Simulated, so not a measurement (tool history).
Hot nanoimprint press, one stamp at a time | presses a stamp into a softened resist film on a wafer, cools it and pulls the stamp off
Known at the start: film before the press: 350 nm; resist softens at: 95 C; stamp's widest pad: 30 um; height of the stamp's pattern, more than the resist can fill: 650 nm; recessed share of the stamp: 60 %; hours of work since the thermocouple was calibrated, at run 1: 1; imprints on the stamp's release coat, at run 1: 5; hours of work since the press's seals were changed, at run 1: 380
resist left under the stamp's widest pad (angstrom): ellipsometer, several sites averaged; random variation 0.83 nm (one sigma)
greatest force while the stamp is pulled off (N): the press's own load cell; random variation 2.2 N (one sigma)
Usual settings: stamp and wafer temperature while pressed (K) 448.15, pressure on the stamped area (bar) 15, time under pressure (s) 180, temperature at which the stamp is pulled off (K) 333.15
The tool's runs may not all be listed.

run     day  stamp and wafer temperature while pressed (K)  pressure on the stamped area (bar)  time under pressure (s)  temperature at which the stamp is pulled off (K)  hours of work since the thermocouple was calibrated  imprints on the stamp's release coat  hours of work since the press's seals were changed  resist left under the stamp's widest pad (angstrom)  greatest force while the stamp is pulled off (N)
  1       0                                         448.15                                  15                      180                                            333.15                                                    1                                     5                                                 380                                                 1566                                               100
  2   1.496                                         448.15                                  15                      180                                            333.15                                                   24                                   144                                                 403                                                 1580                                               100
  3   2.146                                         448.15                                  15                      180                                            333.15                                                   34                                   205                                                 413                                                 1568                                               101
  4   3.575                                         448.15                                  15                      180                                            333.15                                                   56                                   338                                                 435                                                 1566                                               100
  5   4.458                                         448.15                                  15                      180                                            333.15                                                   70                                   421                                                 449                                                 1581                                               101
  6   5.679                                         448.15                                  15                      180                                            333.15                                                   89                                   535                                                 468                                                 1570                                                98
  7   6.842                                         448.15                                  15                      180                                            333.15                                                  107                                   644                                                 486                                                 1573                                               104
  8   8.388                                         448.15                                  15                      180                                            333.15                                                  130                                   788                                                 510                                                 1572                                                98
  9   9.438                                         448.15                                16.5                      180                                            333.15                                                  147                                   886                                                 526                                                 1488                                               101
 10  10.433                                         448.15                                  15                      224                                            333.15                                                  162                                   979                                                 542                                                 1449                                               101
 11  11.183                                         448.15                                  15                      293                                            333.15                                                  174                                  1050                                                 553                                                 1340                                                97
 12  12.717                                         448.15                                  15                      206                                            333.15                                                  197                                  1193                                                 577                                                 1510                                               102
 13  14.071                                         448.15                                  15                      206                                            333.15                                                  218                                  1319                                                 598                                                 1491                                                97
 14   14.95                                         448.15                                17.3                      180                                            333.15                                                  232                                  1401                                                 611                                                 1446                                               102
 15  16.183                                         448.15                                17.3                      180                                            333.15                                                  251                                  1517                                                 630                                                 1457                                               103
 16  17.021                                         448.15                                  15                      175                                            333.15                                                  264                                  1595                                                 643                                                 1587                                               102
 17  18.283                                         448.15                                  15                      275                                            323.15                                                  283                                  1713                                                 663                                                 1355                                               124
 18  19.462                                         441.15                                  15                      275                                            323.15                                                  302                                  1823                                                 681                                                 1642                                               125
 19  21.012                                         441.15                                19.8                      275                                            326.15                                                  326                                  1968                                                 705                                                 1424                                               120
     21.462  -- press's hydraulic seals changed and the load cell set to zero
 20  22.375                                         441.15                                19.8                      134                                            336.15                                                  342                                  2064                                                  14                                                 1795                                                92
     22.992  -- plate thermocouple calibrated
     23.567  -- stamp cleaned and given a new release coat
 21  23.879                                         445.15                                21.9                      180                                            333.15                                                   10                                    29                                                  32                                                 1383                                                99
 22  25.171                                         452.15                                 9.8                      202                                            333.15                                                   30                                   150                                                  52                                                 1705                                               100
 23  26.579                                         452.15                                20.1                      338                                            333.15                                                   52                                   282                                                  73                                                  964                                               101
 24  27.996                                         452.15                                20.1                      338                                            333.15                                                   74                                   414                                                  95                                                  955                                                98
 25  29.342                                         454.15                                 9.5                      180                                            320.15                                                   94                                   540                                                 116                                                 1749                                               130
 26  30.638                                         453.15                                10.6                       99                                            323.15                                                  114                                   661                                                 136                                                 2027                                               129
 27  31.779                                         439.15                                  15                      320                                            333.15                                                  132                                   767                                                 154                                                 1647                                                99
 28  32.504                                         448.15                                  15                       91                                            321.15                                                  143                                   835                                                 165                                                 1953                                               132
 29  33.679                                         448.15                                12.7                      180                                            319.15                                                  161                                   945                                                 183                                                 1738                                               138
 30  34.754                                         438.15                                  15                      180                                            333.15                                                  178                                  1045                                                 200                                                 2038                                               101

Hidden state at the last listed run before each entry between runs and at the first one after, where it differs:
Between runs 19 and 20: press's hydraulic seals changed and the load cell set to zero (day 21.462)
  true temperature over the reading, C: -0.05 -> -0.06; pressure that arrives at the usual setting, %: 99.81 -> 99.99
Between runs 20 and 21: plate thermocouple calibrated (day 22.992); stamp cleaned and given a new release coat (day 23.567)
  true temperature over the reading, C: -0.06 -> -0.01; pressure that arrives at the usual setting, %: 99.99 -> 99.98; grip of the stamp's worn release coat, % over a new coat's: 1.2 -> 0
